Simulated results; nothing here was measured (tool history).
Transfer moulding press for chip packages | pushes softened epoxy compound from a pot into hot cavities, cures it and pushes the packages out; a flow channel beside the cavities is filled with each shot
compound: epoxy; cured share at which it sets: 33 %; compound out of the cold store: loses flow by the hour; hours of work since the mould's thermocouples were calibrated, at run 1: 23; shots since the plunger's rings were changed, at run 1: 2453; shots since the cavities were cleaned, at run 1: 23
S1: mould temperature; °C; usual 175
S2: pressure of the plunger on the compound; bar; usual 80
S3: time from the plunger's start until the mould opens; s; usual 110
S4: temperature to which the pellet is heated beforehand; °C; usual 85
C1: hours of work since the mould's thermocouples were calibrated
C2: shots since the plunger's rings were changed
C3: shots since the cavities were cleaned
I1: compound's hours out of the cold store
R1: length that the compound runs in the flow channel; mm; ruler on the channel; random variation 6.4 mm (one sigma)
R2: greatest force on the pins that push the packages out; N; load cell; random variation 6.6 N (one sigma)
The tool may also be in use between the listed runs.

| run | hour | S1 | S2 | S3 | S4 | C1 | C2 | C3 | I1 | R1 | R2 |
|---|---|---|---|---|---|---|---|---|---|---|---|
| 1 | 0 | 175 | 80 | 110 | 85 | 23 | 2453 | 23 | 25.1 | 678 | 276 |
| 2 | 15.9 | 175 | 80 | 110 | 85 | 32 | 2600 | 170 | 35.8 | 659 | 349 |
| 3 | 26.2 | 169 | 80 | 110 | 85 | 38 | 2695 | 265 | 23.4 | 724 | 570 |
| 4 | 36.9 | 175 | 84.3 | 110 | 85 | 44 | 2794 | 364 | 10.1 | 745 | 442 |
|  | 47.9 | cavities cleaned with cleaning compound and waxed |
| 5 | 58.5 | 175 | 84.3 | 110 | 85 | 56 | 2980 | 99 | 33.9 | 655 | 514 |
| 6 | 83.2 | 175 | 65.3 | 110 | 85 | 71 | 3207 | 326 | 29.6 | 593 | 560 |
|  | 97.4 | cavities cleaned with cleaning compound and waxed |
| 7 | 97.4 | 178 | 65.3 | 110 | 85 | 78 | 3325 | 0 | 16.9 | 623 | 251 |
| 8 | 111.3 | 178 | 65.3 | 110 | 92 | 86 | 3453 | 128 | 32 | 581 | 312 |
|  | 134.6 | cavities cleaned with cleaning compound and waxed, once more |
| 9 | 137.4 | 178 | 65.3 | 110 | 92 | 101 | 3681 | 26 | 21 | 615 | 260 |
| 10 | 160.5 | 175 | 80 | 110 | 86 | 114 | 3894 | 239 | 13.1 | 702 | 389 |
|  | 184.5 | cavities cleaned with cleaning compound and waxed |
| 11 | 186.7 | 175 | 69.9 | 110 | 86 | 129 | 4123 | 21 | 30.1 | 623 | 281 |
| 12 | 202.3 | 172 | 80 | 110 | 85 | 138 | 4267 | 165 | 29 | 660 | 419 |
| 13 | 227.6 | 173 | 80 | 110 | 85 | 153 | 4501 | 399 | 15.6 | 702 | 487 |
|  | 234.9 | cavities cleaned with cleaning compound and waxed |
| 14 | 251.6 | 173 | 80 | 110 | 85 | 166 | 4708 | 154 | 14.9 | 693 | 372 |
| 15 | 262.1 | 175 | 68.4 | 110 | 85 | 172 | 4806 | 252 | 40 | 568 | 382 |
| 16 | 275.2 | 181 | 93.4 | 110 | 85 | 180 | 4926 | 372 | 31.9 | 674 | 382 |
|  | 284.7 | cavities cleaned with cleaning compound and waxed |
| 17 | 295 | 181 | 93.4 | 110 | 85 | 191 | 5095 | 95 | 15 | 709 | 283 |
| 18 | 318 | 175 | 80 | 110 | 89 | 204 | 5308 | 308 | 42.6 | 604 | 398 |
|  | 334.1 | cavities cleaned with cleaning compound and waxed |
| 19 | 337.2 | 177 | 98.5 | 100 | 89 | 215 | 5472 | 29 | 42.6 | 665 | 279 |
| 20 | 356.7 | 170 | 64.4 | 110 | 87 | 226 | 5652 | 209 | 41.1 | 562 | 458 |
|  | 378.5 | plunger's sealing rings changed |
| 21 | 382.6 | 170 | 64.4 | 110 | 87 | 240 | 37 | 425 | 37.9 | 612 | 534 |
|  | 387.3 | cavities cleaned with cleaning compound and waxed |
| 22 | 405.8 | 174 | 64.4 | 110 | 87 | 253 | 238 | 171 | 35.4 | 602 | 362 |
| 23 | 417.5 | 172 | 96 | 115 | 75 | 259 | 346 | 279 | 28.5 | 771 | 412 |
| 24 | 434.4 | 172 | 96 | 115 | 75 | 269 | 502 | 435 | 44.5 | 709 | 479 |
|  | 437.9 | cavities cleaned with cleaning compound and waxed |
| 25 | 449.9 | 168 | 99.8 | 110 | 85 | 278 | 632 | 111 | 40.9 | 760 | 472 |
| 26 | 471.7 | 168 | 99.8 | 105 | 75 | 290 | 833 | 312 | 33 | 778 | 676 |
|  | 488.3 | cavities cleaned with cleaning compound and waxed |
| 27 | 492.6 | 168 | 99.8 | 105 | 75 | 302 | 1013 | 40 | 27.1 | 820 | 449 |

Forecast each of these 5 alternatives for the next run:
| A | 513.6 | 168 | 72.7 | 105 | 78 | 314 | 1206 | 233 | 39.7 | ? | ? |
| B | 513.6 | 177 | 77.2 | 105 | 75 | 314 | 1206 | 233 | 27.4 | ? | ? |
| C | 513.6 | 168 | 99.8 | 105 | 78 | 314 | 1206 | 233 | 12.4 | ? | ? |
| D | 513.6 | 168 | 69 | 133 | 75 | 314 | 1206 | 233 | 34.4 | ? | ? |
| E | 513.6 | 168 | 74.9 | 105 | 75 | 314 | 1206 | 233 | 24.7 | ? | ? |

| run | R1 | R2 |
|---|---|---|
| A | 649 | 618 |
| B | 676 | 360 |
| C | 850 | 657 |
| D | 646 | 393 |
| E | 707 | 627 |
Without the tool's hidden state the same runs would have given:
| run | R1 | R2 |
|---|---|---|
| A | 666 | 455 |
| B | 693 | 250 |
| C | 873 | 485 |
| D | 663 | 278 |
| E | 726 | 462 |
